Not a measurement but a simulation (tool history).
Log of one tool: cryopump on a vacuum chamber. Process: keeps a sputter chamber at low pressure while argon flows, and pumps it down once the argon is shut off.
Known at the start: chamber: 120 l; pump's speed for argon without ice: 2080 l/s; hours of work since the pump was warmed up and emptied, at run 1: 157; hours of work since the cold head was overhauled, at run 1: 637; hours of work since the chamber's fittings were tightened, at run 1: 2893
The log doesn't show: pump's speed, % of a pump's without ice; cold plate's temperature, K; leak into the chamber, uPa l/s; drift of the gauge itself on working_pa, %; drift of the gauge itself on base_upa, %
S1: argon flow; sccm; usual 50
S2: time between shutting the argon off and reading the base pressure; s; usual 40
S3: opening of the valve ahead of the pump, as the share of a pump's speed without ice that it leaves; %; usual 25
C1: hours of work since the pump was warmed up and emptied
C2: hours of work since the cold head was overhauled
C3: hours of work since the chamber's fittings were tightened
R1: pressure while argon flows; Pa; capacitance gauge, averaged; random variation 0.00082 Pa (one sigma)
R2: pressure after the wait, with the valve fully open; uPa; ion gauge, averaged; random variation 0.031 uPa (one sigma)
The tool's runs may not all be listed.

run 1 day=0 | S1=50 S2=40 S3=25 | C1=157 C2=637 C3=2893 | R1=0.168 R2=1.8
run 2 day=1.696 | S1=50 S2=40 S3=25 | C1=175 C2=655 C3=2911 | R1=0.1684 R2=1.76
run 3 day=2.933 | S1=73 S2=40 S3=25 | C1=188 C2=668 C3=2925 | R1=0.2456 R2=1.79
run 4 day=4.175 | S1=50 S2=40 S3=35 | C1=201 C2=681 C3=2938 | R1=0.1228 R2=1.71
run 5 day=6.15 | S1=50 S2=40 S3=35 | C1=222 C2=702 C3=2959 | R1=0.1226 R2=1.7
run 6 day=7.583 | S1=50 S2=40 S3=35 | C1=238 C2=718 C3=2974 | R1=0.1227 R2=1.74
run 7 day=9.333 | S1=26 S2=40 S3=25 | C1=256 C2=736 C3=2993 | R1=0.0882 R2=1.78
run 8 day=11.154 | S1=50 S2=24 S3=25 | C1=276 C2=756 C3=3012 | R1=0.1698 R2=2.66
run 9 day=12.746 | S1=50 S2=40 S3=25 | C1=293 C2=773 C3=3029 | R1=0.1717 R2=1.74
run 10 day=14.571 | S1=50 S2=40 S3=21 | C1=312 C2=792 C3=3049 | R1=0.2036 R2=1.73
run 11 day=16.212 | S1=50 S2=40 S3=17 | C1=330 C2=810 C3=3066 | R1=0.2499 R2=1.77
run 12 day=17.929 | S1=50 S2=40 S3=17 | C1=348 C2=828 C3=3084 | R1=0.2499 R2=1.76
run 13 day=18.883 | S1=58 S2=256 S3=21 | C1=358 C2=838 C3=3095 | R1=0.2367 R2=0.61
run 14 day=20.621 | S1=24 S2=49 S3=23 | C1=377 C2=856 C3=3113 | R1=0.0917 R2=1.54
run 15 day=22.292 | S1=54 S2=40 S3=29 | C1=394 C2=874 C3=3131 | R1=0.1648 R2=1.82
run 16 day=23.117 | S1=48 S2=21 S3=15 | C1=403 C2=883 C3=3140 | R1=0.2723 R2=3.13
run 17 day=24.25 | S1=27 S2=270 S3=22 | C1=415 C2=895 C3=3152 | R1=0.1065 R2=0.58
run 18 day=25.517 | S1=27 S2=270 S3=22 | C1=429 C2=909 C3=3165 | R1=0.1079 R2=0.58
run 19 day=26.721 | S1=74 S2=40 S3=25 | C1=442 C2=921 C3=3178 | R1=0.2612 R2=1.83
run 20 day=27.6 | S1=75 S2=142 S3=43 | C1=451 C2=931 C3=3187 | R1=0.1645 R2=0.79
-- day=28.746 pump warmed up, emptied and cooled again
run 21 day=28.746 | S1=75 S2=142 S3=43 | C1=0 C2=941 C3=3197 | R1=0.1433 R2=0.68
run 22 day=30.379 | S1=75 S2=142 S3=43 | C1=17 C2=958 C3=3215 | R1=0.1423 R2=0.72
run 23 day=31.488 | S1=63 S2=40 S3=49 | C1=29 C2=970 C3=3227 | R1=0.1054 R2=1.71
run 24 day=32.904 | S1=63 S2=40 S3=43 | C1=44 C2=985 C3=3242 | R1=0.1203 R2=1.73

Hidden state at the last listed run before each entry between runs and at the first one after, where it differs:
Between runs 20 and 21: pump warmed up, emptied and cooled again (day 28.746)
  pump's speed, % of a pump's without ice: 73.4 -> 99.9
  measured less the result without the state, R1: +0.023 -> +0.0007 Pa; R2: +0.28 -> +0.16 uPa
